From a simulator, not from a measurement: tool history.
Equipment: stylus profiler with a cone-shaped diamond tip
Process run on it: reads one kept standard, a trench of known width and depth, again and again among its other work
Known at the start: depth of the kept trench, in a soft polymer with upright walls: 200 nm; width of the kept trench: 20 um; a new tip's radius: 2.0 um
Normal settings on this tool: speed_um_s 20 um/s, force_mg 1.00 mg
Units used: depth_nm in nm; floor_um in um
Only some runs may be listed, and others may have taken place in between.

run   hour  speed_um_s  force_mg  depth_nm  floor_um
  1    0.0          20      1.00    199.87     17.36
  2    7.0          20      1.00    199.90     17.35
  3   15.4          20      1.00    199.99     17.30
  4   28.3          20      1.00    199.94     17.33
  5   38.2          20      0.56    199.77     17.34
  6   46.8          20      1.54    200.12     17.37
  7   52.9          20      1.00    199.93     17.42
  8   63.9          20      1.00    199.91     17.32
  9   76.9          40      1.00    199.96     17.23
 10   84.3          40      0.91    199.87     17.19
 11   96.4          40      0.91    199.87     17.25
 12  107.5          20      0.57    199.72     17.31
 13  113.7          20      0.57    199.73     17.30
 14  123.5          20      0.57    199.69     17.30
 15  133.8          20      0.57    199.70     17.23
 16  142.0          20      0.57    199.68     17.30
 17  154.5          20      0.57    199.62     17.28
 18  168.8          20      0.57    199.71     17.26
 19  175.7          20      0.57    199.61     17.24
 20  187.9          20      0.57    199.62     17.28
 21  199.5          20      0.57    199.64     17.24
 22  211.6          58      1.00    199.87     17.10
 23  218.7          58      1.00    199.83     17.07
 24  232.3          20      2.32    200.36     17.30
 25  246.8          33      0.81    199.80     17.17
 26  255.0          13      0.59    199.65     17.24
 27  266.2          13      0.59    199.60     17.30
 28  277.4          13      0.59    199.69     17.24
 29  290.8           8      2.16    200.16     17.28
 30  298.0          44      0.73    199.41     17.05
 31  307.0          11      0.73    199.41     17.32
 32  317.4          15      0.37    199.22     17.17
 33  328.9          15      0.37    199.21     17.24
 34  342.9          12      1.02    199.54     17.25
 35  356.1          55      2.01    199.84     17.08
 36  367.4          55      2.01    201.09     17.10
 37  381.8          55      2.01    201.11     17.12
 38  392.8          70      1.12    200.79     16.92
 39  405.4          20      1.31    200.87     17.24
 40  415.6          34      1.00    200.64     17.02
 41  430.2          67      1.88    201.02     16.99
 42  436.5          67      1.88    201.02     17.05
 43  450.6          67      1.88    200.92     17.03

Not shown here: 2 entries made in the log between runs. Locate each between two listed runs and compare the hidden state at the listed run before it with the hidden state at the listed run after it:
Between runs 29 and 30: height scale calibrated on a step standard (hour 291.9)
  radius of the tip, um: 4.5 -> 4.51; height scale over the true one, %: -0.389 -> -0.534
  measured minus no-state result, depth_nm: -0.79 -> -1.07 nm; floor_um: -0.90 -> -0.91 um
Between runs 35 and 36: height scale calibrated on a step standard, once more (hour 359.5)
  radius of the tip, um: 4.6 -> 4.62; height scale over the true one, %: -0.546 -> 0.044
  measured minus no-state result, depth_nm: -1.10 -> +0.09 nm; floor_um: -0.94 -> -0.94 um
